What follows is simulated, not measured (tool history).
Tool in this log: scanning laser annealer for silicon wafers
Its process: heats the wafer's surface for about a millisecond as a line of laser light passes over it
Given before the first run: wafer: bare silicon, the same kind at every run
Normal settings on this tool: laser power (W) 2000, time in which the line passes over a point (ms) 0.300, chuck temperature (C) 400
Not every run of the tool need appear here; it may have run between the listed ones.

| run | hour | laser power (W) | time in which the line passes over a point (ms) | chuck temperature (C) | highest temperature of the surface (C) |
|---|---|---|---|---|---|
| 1 | 0.0 | 2000 | 0.300 | 400 | 1201 |
| 2 | 7.3 | 2000 | 0.300 | 400 | 1204 |
| 3 | 14.4 | 2000 | 0.364 | 400 | 1283 |
| 4 | 20.2 | 1850 | 0.300 | 400 | 1146 |
| 5 | 28.5 | 2000 | 0.325 | 400 | 1234 |
| 6 | 34.5 | 2000 | 0.300 | 400 | 1198 |
| 7 | 46.7 | 1990 | 0.300 | 400 | 1195 |
| 8 | 57.8 | 1990 | 0.300 | 400 | 1195 |
| 9 | 69.9 | 1990 | 0.300 | 400 | 1194 |
| 10 | 79.4 | 1990 | 0.300 | 400 | 1195 |
| 11 | 85.4 | 2000 | 0.300 | 400 | 1198 |
| 12 | 91.3 | 2000 | 0.300 | 400 | 1198 |
| 13 | 97.3 | 2000 | 0.300 | 400 | 1196 |
| 14 | 103.5 | 2000 | 0.300 | 400 | 1202 |
| 15 | 113.5 | 2000 | 0.300 | 400 | 1198 |
| 16 | 122.8 | 2000 | 0.300 | 400 | 1200 |
| 17 | 134.8 | 1818 | 0.268 | 400 | 1089 |
| 18 | 147.2 | 1818 | 0.268 | 400 | 1088 |
| 19 | 154.5 | 2198 | 0.294 | 370 | 1228 |
| 20 | 160.9 | 1961 | 0.215 | 382 | 1047 |
| 21 | 173.8 | 2000 | 0.234 | 400 | 1103 |
| 22 | 184.7 | 2004 | 0.300 | 403 | 1198 |
| 23 | 193.6 | 1758 | 0.269 | 366 | 1032 |
| 24 | 202.5 | 1758 | 0.269 | 366 | 1034 |
| 25 | 210.8 | 2014 | 0.269 | 394 | 1150 |

Below are 5 alternative next runs, each starting from the tool's condition after run 25. Predict each:
| A | 218.1 | 2030 | 0.306 | 394 | ? |
| B | 218.1 | 1762 | 0.226 | 421 | ? |
| C | 218.1 | 1779 | 0.289 | 360 | ? |
| D | 218.1 | 2119 | 0.269 | 383 | ? |
| E | 218.1 | 2014 | 0.269 | 410 | ? |

| run | highest temperature of the surface (C) |
|---|---|
| A | 1202 |
| B | 1036 |
| C | 1056 |
| D | 1174 |
| E | 1169 |
Without the tool's hidden state the same runs would have given:
| run | highest temperature of the surface (C) |
|---|---|
| A | 1215 |
| B | 1046 |
| C | 1068 |
| D | 1187 |
| E | 1181 |
